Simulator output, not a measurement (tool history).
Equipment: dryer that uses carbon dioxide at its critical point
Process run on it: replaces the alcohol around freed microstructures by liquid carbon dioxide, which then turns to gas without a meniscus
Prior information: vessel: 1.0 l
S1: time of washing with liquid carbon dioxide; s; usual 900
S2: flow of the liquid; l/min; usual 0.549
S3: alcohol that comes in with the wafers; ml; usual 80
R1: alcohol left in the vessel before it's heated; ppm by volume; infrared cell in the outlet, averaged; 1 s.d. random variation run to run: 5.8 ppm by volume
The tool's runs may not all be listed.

Run 1, hour 0.0: usual settings. Result: R1 411 ppm by volume.
Run 2, hour 10.9: usual settings. Result: R1 407 ppm by volume.
Run 3, hour 27.2: usual settings but S3 102 ml. Result: R1 502 ppm by volume.
Run 4, hour 38.5: usual settings but S1 540 s, S3 102 ml. Result: R1 3977 ppm by volume.
Run 5, hour 45.4: usual settings. Result: R1 421 ppm by volume.
Run 6, hour 55.7: usual settings. Result: R1 442 ppm by volume.
Run 7, hour 68.8: usual settings. Result: R1 442 ppm by volume.
Run 8, hour 85.0: usual settings but S3 24 ml. Result: R1 190 ppm by volume.
Run 9, hour 99.8: usual settings but S3 24 ml. Result: R1 178 ppm by volume.
Run 10, hour 110.8: usual settings but S2 0.751 l/min. Result: R1 117 ppm by volume.
Run 11, hour 126.5: usual settings. Result: R1 473 ppm by volume.
At hour 131.6: inlet filter changed.
Run 12, hour 139.6: usual settings. Result: R1 275 ppm by volume.
Run 13, hour 155.9: usual settings. Result: R1 281 ppm by volume.
Run 14, hour 170.0: usual settings. Result: R1 287 ppm by volume.
Run 15, hour 186.1: usual settings. Result: R1 299 ppm by volume.
Run 16, hour 201.7: usual settings but S1 1020 s. Result: R1 179 ppm by volume.
Run 17, hour 210.5: usual settings but S1 1020 s, S2 0.866 l/min. Result: R1 71 ppm by volume.
Run 18, hour 218.0: usual settings but S1 1020 s, S2 0.720 l/min. Result: R1 91 ppm by volume.
Run 19, hour 233.5: usual settings. Result: R1 324 ppm by volume.
Run 20, hour 243.6: usual settings. Result: R1 332 ppm by volume.
Run 21, hour 258.6: usual settings. Result: R1 316 ppm by volume.
Run 22, hour 273.6: usual settings. Result: R1 348 ppm by volume.
Run 23, hour 285.5: usual settings. Result: R1 334 ppm by volume.
Run 24, hour 293.2: usual settings. Result: R1 345 ppm by volume.
Run 25, hour 302.6: usual settings but S1 840 s, S3 89 ml. Result: R1 517 ppm by volume.
Run 26, hour 317.9: usual settings but S1 720 s, S2 0.331 l/min. Result: R1 5552 ppm by volume.
Run 27, hour 331.6: usual settings but S1 1320 s, S3 61 ml. Result: R1 106 ppm by volume.
Run 28, hour 340.9: usual settings but S1 960 s, S2 0.626 l/min, S3 61 ml. Result: R1 162 ppm by volume.
Run 29, hour 353.3: usual settings but S1 660 s, S2 0.416 l/min, S3 39 ml. Result: R1 1909 ppm by volume.
Run 30, hour 361.9: usual settings but S1 660 s, S2 0.416 l/min, S3 39 ml. Result: R1 1887 ppm by volume.
Run 31, hour 369.2: usual settings but S1 660 s, S2 0.416 l/min, S3 39 ml. Result: R1 1861 ppm by volume.
Run 32, hour 383.7: usual settings but S1 720 s, S2 0.358 l/min, S3 85 ml. Result: R1 5002 ppm by volume.
Run 33, hour 392.2: usual settings but S3 29 ml. Result: R1 210 ppm by volume.
Run 34, hour 399.9: usual settings but S1 540 s, S2 0.348 l/min, S3 96 ml. Result: R1 12353 ppm by volume.
Run 35, hour 406.7: usual settings but S2 0.578 l/min, S3 71 ml. Result: R1 298 ppm by volume.
Run 36, hour 418.1: usual settings but S2 0.454 l/min, S3 71 ml. Result: R1 862 ppm by volume.
Run 37, hour 434.6: usual settings but S1 1380 s, S2 0.496 l/min. Result: R1 137 ppm by volume.
Run 38, hour 442.0: usual settings but S1 1380 s, S2 0.496 l/min. Result: R1 143 ppm by volume.
Run 39, hour 456.3: usual settings but S1 1380 s, S2 0.496 l/min. Result: R1 136 ppm by volume.
Run 40, hour 471.6: usual settings but S1 1380 s, S2 0.496 l/min. Result: R1 142 ppm by volume.
Run 41, hour 481.6: usual settings but S1 1380 s, S2 0.496 l/min. Result: R1 157 ppm by volume.
Run 42, hour 488.9: usual settings but S1 1380 s, S3 109 ml. Result: R1 135 ppm by volume.
Run 43, hour 501.2: usual settings but S1 1380 s, S2 0.888 l/min, S3 27 ml. Result: R1 106 ppm by volume.
Run 44, hour 513.2: usual settings but S1 1380 s, S2 0.888 l/min, S3 27 ml. Result: R1 111 ppm by volume.
Run 45, hour 527.4: usual settings but S1 1380 s, S2 0.888 l/min, S3 27 ml. Result: R1 106 ppm by volume.
Run 46, hour 536.3: usual settings but S1 1380 s, S2 0.888 l/min, S3 27 ml. Result: R1 112 ppm by volume.
Run 47, hour 550.0: usual settings but S2 0.521 l/min. Result: R1 645 ppm by volume.
At hour 557.1: inlet filter changed.
Run 48, hour 559.4: usual settings but S1 720 s, S2 0.425 l/min, S3 37 ml. Result: R1 1020 ppm by volume.

Below are 3 alternative next runs, each starting from the tool's condition after run 48. Predict each:
Run A, hour 575.5: usual settings but S1 1440 s, S3 76 ml. Result: R1 ?.
Run B, hour 575.5: usual settings but S1 1020 s, S2 0.354 l/min, S3 86 ml. Result: R1 ?.
Run C, hour 575.5: usual settings. Result: R1 ?.

run    R1
  A   106
  B  1285
  C   321
Without the tool's hidden state the same runs would have given:
run    R1
  A     2
  B  1152
  C   208
